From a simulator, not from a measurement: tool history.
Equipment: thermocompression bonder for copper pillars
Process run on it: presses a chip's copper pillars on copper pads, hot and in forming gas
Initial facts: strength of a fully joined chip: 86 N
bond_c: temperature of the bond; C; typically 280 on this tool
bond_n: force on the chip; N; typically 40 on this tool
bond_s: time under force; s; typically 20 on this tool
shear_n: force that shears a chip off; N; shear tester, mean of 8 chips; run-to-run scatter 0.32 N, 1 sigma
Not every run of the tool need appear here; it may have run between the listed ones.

run	hour	bond_c	bond_n	bond_s	shear_n
1	0.0	280	40	20	55.0
2	24.5	271	40	20	50.2
3	44.0	271	40	20	50.1
4	61.9	271	40	20	50.6
5	82.1	271	40	20	50.0
6	101.8	271	40	20	50.2
7	125.9	282	40	20	55.3
8	145.0	280	40	20	54.5
9	170.0	280	40	20	54.1
10	191.3	280	40	20	54.4
11	205.6	280	40	20	54.3
12	226.1	280	44	20	56.2
13	242.9	280	40	20	53.0
14	260.5	280	40	20	53.9
15	276.2	280	40	20	54.1
16	287.1	280	27	20	42.8
17	307.7	280	27	20	42.1
18	325.6	280	40	20	53.2
19	347.6	280	40	20	53.3
20	360.1	280	40	20	53.3
21	382.6	280	40	20	53.6
# hour 393.6: forming gas filter changed
22	398.9	257	28	14	32.2
23	423.0	289	40	14	56.8
24	445.6	296	40	20	65.2
25	462.1	287	26	20	48.7
26	476.8	290	34	14	52.4
27	491.1	260	34	11	34.7
28	514.5	250	40	16	39.1
29	537.4	299	40	16	63.1
30	561.2	299	40	16	62.8
# hour 575.5: heater calibrated with a thermocouple chip
31	576.5	280	37	12	41.8
32	589.6	280	33	54	60.8
33	606.2	283	27	24	44.3
34	630.3	283	39	14	46.6
35	652.7	279	56	26	63.7
36	666.0	275	40	24	50.8
37	685.3	290	31	36	57.8
38	703.5	290	31	12	40.9
39	715.8	261	33	22	37.6
40	737.8	296	47	20	61.8
41	758.6	266	40	20	44.5

Difference, measured minus no-hidden-state, one row per run. Run-to-run variation is common to both terms; the gauge's own scatter need not be:
Hidden state present: true temperature of the bond over the reading, C; force that reaches the chip, % of what is set; oxide that the forming gas leaves, % of the face; drift of the gauge itself on shear_n, %.
run	shear_n
1	+3.4
2	+3.4
3	+3.4
4	+3.3
5	+3.3
6	+3.2
7	+2.8
8	+2.8
9	+2.6
10	+2.5
11	+2.6
12	+2.2
13	+2.3
14	+2.3
15	+2.2
16	+2.7
17	+2.6
18	+2.0
19	+1.9
20	+1.8
21	+1.7
22	+5.6
23	+6.6
24	+5.9
25	+6.3
26	+6.3
27	+5.8
28	+6.3
29	+5.5
30	+5.4
31	+0.0
32	-0.7
33	-0.2
34	-0.3
35	-1.2
36	-0.6
37	-1.0
38	-0.4
39	-0.2
40	-1.7
41	-0.4
